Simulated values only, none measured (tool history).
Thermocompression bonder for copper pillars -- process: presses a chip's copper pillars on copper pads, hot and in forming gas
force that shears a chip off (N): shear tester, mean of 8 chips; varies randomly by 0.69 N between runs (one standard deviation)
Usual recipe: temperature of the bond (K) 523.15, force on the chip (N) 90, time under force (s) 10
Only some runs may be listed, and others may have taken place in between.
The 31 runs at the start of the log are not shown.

run,day,temperature of the bond (K),force on the chip (N),time under force (s),hours of work since the heater was calibrated,hours of work since the force cell was calibrated,hours of work since the gas filter was changed,force that shears a chip off (N)
32,21.733,523.15,62,15,1205,48,40,38.7
# day 22.225: force cell calibrated, once more
33,22.379,505.15,101,15,1211,2,46,35.9
34,23.367,505.15,101,15,1222,12,57,36.4
35,24.217,545.15,66,6,1231,21,66,40.1
36,25.133,545.15,66,6,1241,31,76,38.5
37,25.875,541.15,90,10,1248,39,84,53.2
38,26.829,541.15,68,10,1259,49,94,44.8
39,27.371,541.15,68,10,1264,55,100,45.3

3 ways to go on from here, each from the tool as it stands after run 39. What would each give?
# day 27.946: forming gas filter changed
A,28.033,521.15,92,12,1271,62,1,?
# day 27.946: forming gas filter changed
B,28.033,547.15,68,7,1271,62,1,?
# day 27.946: forming gas filter changed
C,28.033,530.15,55,7,1271,62,1,?

run,force that shears a chip off (N)
A,42.0
B,45.6
C,28.9
The same runs, with their run-to-run variation unchanged, on a tool lacking any hidden condition would have given:
run,force that shears a chip off (N)
A,52.1
B,55.2
C,36.4
